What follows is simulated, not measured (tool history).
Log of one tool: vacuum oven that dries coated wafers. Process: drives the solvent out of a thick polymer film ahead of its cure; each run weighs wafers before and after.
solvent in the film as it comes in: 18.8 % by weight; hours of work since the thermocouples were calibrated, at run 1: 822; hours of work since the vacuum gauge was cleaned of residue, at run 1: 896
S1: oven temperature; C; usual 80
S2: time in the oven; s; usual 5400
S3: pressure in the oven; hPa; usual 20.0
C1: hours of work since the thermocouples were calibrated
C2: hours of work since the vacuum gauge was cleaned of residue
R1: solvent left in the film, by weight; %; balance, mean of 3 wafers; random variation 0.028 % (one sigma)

| run | hour | S1 | S2 | S3 | C1 | C2 | R1 |
|---|---|---|---|---|---|---|---|
| 1 | 0.0 | 80 | 5400 | 20.0 | 822 | 896 | 1.90 |
| 2 | 73.1 | 80 | 5400 | 20.0 | 859 | 934 | 1.90 |
| 3 | 164.3 | 80 | 5400 | 20.0 | 906 | 981 | 1.87 |
| 4 | 232.1 | 80 | 5400 | 20.0 | 941 | 1015 | 1.93 |
| 5 | 282.3 | 80 | 5400 | 20.0 | 966 | 1041 | 1.94 |
| 6 | 344.6 | 80 | 3000 | 20.0 | 998 | 1073 | 4.43 |
| 7 | 419.3 | 80 | 5400 | 20.0 | 1036 | 1111 | 1.93 |
| 8 | 472.3 | 80 | 5400 | 20.0 | 1063 | 1138 | 1.86 |
| 9 | 539.9 | 80 | 5400 | 20.0 | 1098 | 1173 | 1.95 |
| 10 | 623.0 | 94 | 5400 | 20.0 | 1141 | 1215 | 0.58 |
| 11 | 713.1 | 80 | 5400 | 20.0 | 1187 | 1261 | 1.86 |
| 12 | 808.8 | 76 | 5400 | 20.0 | 1236 | 1310 | 2.61 |
|  | 904.2 | oven's thermocouples calibrated |
| 13 | 914.7 | 76 | 5400 | 20.0 | 5 | 1363 | 2.63 |
| 14 | 970.8 | 80 | 5400 | 20.0 | 34 | 1392 | 1.91 |
| 15 | 1028.9 | 80 | 5400 | 20.0 | 64 | 1422 | 1.92 |
| 16 | 1114.3 | 80 | 5400 | 20.0 | 107 | 1465 | 1.90 |
| 17 | 1192.8 | 80 | 5400 | 20.0 | 148 | 1506 | 1.96 |
| 18 | 1256.8 | 80 | 5400 | 20.0 | 180 | 1538 | 1.91 |
| 19 | 1343.1 | 80 | 5400 | 20.0 | 225 | 1582 | 1.90 |
| 20 | 1423.8 | 80 | 5280 | 20.0 | 266 | 1624 | 1.98 |
| 21 | 1503.6 | 92 | 5400 | 20.0 | 307 | 1665 | 0.66 |
| 22 | 1602.6 | 92 | 5400 | 20.0 | 357 | 1715 | 0.69 |
| 23 | 1666.1 | 92 | 5400 | 20.2 | 390 | 1748 | 0.68 |
| 24 | 1754.8 | 80 | 5400 | 20.0 | 435 | 1793 | 1.89 |
| 25 | 1866.2 | 80 | 5400 | 20.0 | 492 | 1850 | 1.87 |
| 26 | 1944.5 | 80 | 3900 | 20.0 | 532 | 1890 | 3.18 |
| 27 | 2013.1 | 80 | 8580 | 26.6 | 567 | 1925 | 1.11 |
| 28 | 2112.6 | 80 | 8580 | 26.6 | 618 | 1976 | 1.09 |
| 29 | 2182.0 | 80 | 9720 | 16.6 | 654 | 2012 | 0.68 |
| 30 | 2282.4 | 80 | 9720 | 16.6 | 705 | 2063 | 0.66 |

Forecast run 31:
| 31 | 2330.8 | 85 | 9660 | 16.6 | 730 | 2088 | ? |

R1: 0.48 %
Without the tool's hidden state the same run would have given R1 0.48 %.
